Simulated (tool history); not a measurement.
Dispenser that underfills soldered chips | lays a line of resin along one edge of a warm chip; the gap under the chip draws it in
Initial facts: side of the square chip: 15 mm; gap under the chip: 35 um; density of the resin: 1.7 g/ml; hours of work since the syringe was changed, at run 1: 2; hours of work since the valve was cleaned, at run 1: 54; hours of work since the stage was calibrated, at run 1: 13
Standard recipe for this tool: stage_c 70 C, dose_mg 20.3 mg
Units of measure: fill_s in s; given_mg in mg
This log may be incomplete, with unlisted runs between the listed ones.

run	day	stage_c	dose_mg	hours of work since the syringe was changed	hours of work since the valve was cleaned	hours of work since the stage was calibrated	fill_s	given_mg
1	0	70	20.3	2	54	13	130.2	19.34
2	0.2	70	21.2	5	58	17	160.8	20.35
# day 0.521: new syringe of resin
3	0.596	70	21.2	1	64	23	124.5	20.14
4	0.767	70	21.2	4	67	26	149.8	20.13
5	0.929	70	21.2	7	70	29	180.4	20.06
# day 1.158: new syringe of resin
6	1.3	70	20.3	2	76	35	139.9	18.96
7	1.546	70	20.3	7	80	39	181.3	18.94
# day 1.792: new syringe of resin
8	1.808	77	20.3	0	85	44	96.7	18.91
9	2.117	77	22.1	6	90	49	130.8	20.41
10	2.304	77	22.1	9	93	52	161.9	20.56
# day 2.429: new syringe of resin
11	2.5	70	19.6	1	96	55	125.9	18.09
12	2.692	70	19.6	4	100	58	160.5	18
13	2.996	70	19.6	10	105	64	225.8	17.82
# day 3.083: new syringe of resin
14	3.367	70	19.6	5	111	70	156.2	17.86
15	3.642	70	19.6	10	116	75	219.3	17.69
# day 3.712: new syringe of resin
16	3.854	70	19.6	2	119	78	139.4	17.72
# day 4.004: dispensing valve cleaned and set on the balance
17	4.167	70	20.3	7	3	83	181.4	20.23
# day 4.388: new syringe of resin
18	4.467	70	20.3	1	8	88	128	19.98
19	4.725	70	20.3	6	12	92	170	20.25
# day 5.025: new syringe of resin
20	5.025	70	22.9	0	17	97	111.7	22.57
21	5.383	83	19.5	6	23	103	108.9	19.19
22	5.562	60	19.5	9	26	106	287.5	19.02
# day 5.654: new syringe of resin
23	5.95	70	22.5	5	33	113	153.6	21.93
# day 6.292: new syringe of resin
24	6.292	76	25.6	0	38	118	90.7	24.6
25	6.588	76	25.6	5	43	123	125.7	24.63
# day 6.912: new syringe of resin
26	6.938	61	24.2	0	49	129	156	22.88
27	7.258	64	25.5	6	55	134	199.4	23.97
28	7.429	64	20.7	9	58	137	244.3	19.56
# day 7.533: new syringe of resin
29	7.817	64	20.7	5	64	144	188.6	19.47
30	8.062	64	20.7	9	68	148	255.8	19.55
# day 8.167: new syringe of resin
31	8.279	64	20.7	2	72	152	157.6	19.46
32	8.617	64	20.7	8	77	157	237.8	19.35
# day 8.796: new syringe of resin
33	8.912	64	20.7	2	82	162	161.6	19.11
34	9.104	64	20.7	5	86	165	194.8	18.88
# day 9.446: new syringe of resin
35	9.446	60	21.6	0	91	171	157.3	19.78

Branching from run 35: 4 alternative next runs. What would each branch give?
A	9.788	79	20.3	6	97	177	?	?
B	9.788	60	21.5	6	97	177	?	?
C	9.788	72	20.1	6	97	177	?	?
D	9.788	70	22.3	6	97	177	?	?

run	fill_s	given_mg
A	123.5	18.41
B	229.7	19.51
C	154.9	18.34
D	161.1	20.21
With no hidden state in the tool, these same runs would have given:
run	fill_s	given_mg
A	85.5	20.17
B	159.9	21.37
C	107.2	20.09
D	112.2	22.15

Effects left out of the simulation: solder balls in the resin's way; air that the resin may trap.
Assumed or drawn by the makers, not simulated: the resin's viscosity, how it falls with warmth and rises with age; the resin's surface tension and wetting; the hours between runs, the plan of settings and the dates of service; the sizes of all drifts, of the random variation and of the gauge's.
